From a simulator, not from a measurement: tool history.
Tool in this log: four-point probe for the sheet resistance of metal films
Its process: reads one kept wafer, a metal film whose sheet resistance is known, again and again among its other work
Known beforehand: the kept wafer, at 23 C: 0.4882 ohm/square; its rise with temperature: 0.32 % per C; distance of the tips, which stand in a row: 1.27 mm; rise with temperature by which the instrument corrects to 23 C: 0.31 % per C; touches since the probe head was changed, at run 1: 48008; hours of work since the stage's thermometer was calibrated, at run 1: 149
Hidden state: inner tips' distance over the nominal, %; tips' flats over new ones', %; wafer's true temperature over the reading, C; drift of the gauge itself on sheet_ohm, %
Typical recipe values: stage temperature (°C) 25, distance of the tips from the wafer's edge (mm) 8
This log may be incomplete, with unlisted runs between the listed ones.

| run | day | stage temperature (°C) | distance of the tips from the wafer's edge (mm) | touches since the probe head was changed | hours of work since the stage's thermometer was calibrated | sheet resistance as the instrument gives it (ohm/square) |
|---|---|---|---|---|---|---|
| 1 | 0.000 | 25 | 8 | 48008 | 149 | 0.493477 |
| 2 | 1.204 | 25 | 8 | 48897 | 169 | 0.493428 |
| 3 | 2.004 | 25 | 8 | 49488 | 182 | 0.493323 |
| 4 | 3.458 | 25 | 8 | 50561 | 206 | 0.493381 |
| 5 | 4.371 | 25 | 8 | 51235 | 221 | 0.493094 |
| 6 | 4.988 | 25 | 8 | 51692 | 231 | 0.493092 |
| 7 | 6.454 | 25 | 8 | 52772 | 255 | 0.493023 |
| 8 | 7.354 | 25 | 11 | 53438 | 270 | 0.489978 |
| 9 | 8.633 | 25 | 11 | 54382 | 291 | 0.490088 |
| 10 | 9.692 | 25 | 11 | 55164 | 309 | 0.489869 |
| 11 | 10.992 | 25 | 8 | 56123 | 330 | 0.492916 |
| 12 | 11.600 | 25 | 8 | 56574 | 340 | 0.492611 |
| 13 | 12.279 | 25 | 50 | 57075 | 351 | 0.486422 |
| 14 | 13.608 | 30 | 6 | 58057 | 373 | 0.497933 |
| 15 | 14.262 | 32 | 14 | 58541 | 384 | 0.488702 |
| 16 | 15.596 | 32 | 14 | 59523 | 406 | 0.488539 |
| 17 | 16.967 | 18 | 62 | 60535 | 428 | 0.485602 |
|  | 17.104 | stage's thermometer calibrated |
| 18 | 17.629 | 21 | 7 | 61009 | 9 | 0.494174 |
| 19 | 18.579 | 21 | 7 | 61713 | 24 | 0.494030 |
| 20 | 19.350 | 22 | 15 | 62280 | 37 | 0.487421 |
| 21 | 20.479 | 26 | 29 | 63115 | 56 | 0.486237 |
| 22 | 21.192 | 35 | 12 | 63641 | 67 | 0.489338 |
| 23 | 21.979 | 35 | 12 | 64222 | 80 | 0.489203 |
|  | 22.100 | stage's thermometer calibrated, once more |
| 24 | 22.729 | 22 | 15 | 64762 | 10 | 0.487431 |
| 25 | 23.529 | 22 | 15 | 65352 | 24 | 0.487412 |

What differs in the tool's unlogged condition from the final listed run ahead of each entry between runs to the first listed run following it?
Run 17 -> run 18: stage's thermometer calibrated (day 17.104)
  inner tips' distance over the nominal, %: -0.431 -> -0.436; wafer's true temperature over the reading, C: -0.05 -> -0.08
  measured less the result without the state, sheet resistance as the instrument gives it (ohm/square): -0.002349 -> -0.002468
Run 23 -> run 24: stage's thermometer calibrated, once more (day 22.100)
  inner tips' distance over the nominal, %: -0.475 -> -0.481; tips' flats over new ones', %: 121 -> 122; wafer's true temperature over the reading, C: -0.1 -> 0
  measured less the result without the state, sheet resistance as the instrument gives it (ohm/square): -0.002674 -> -0.002550
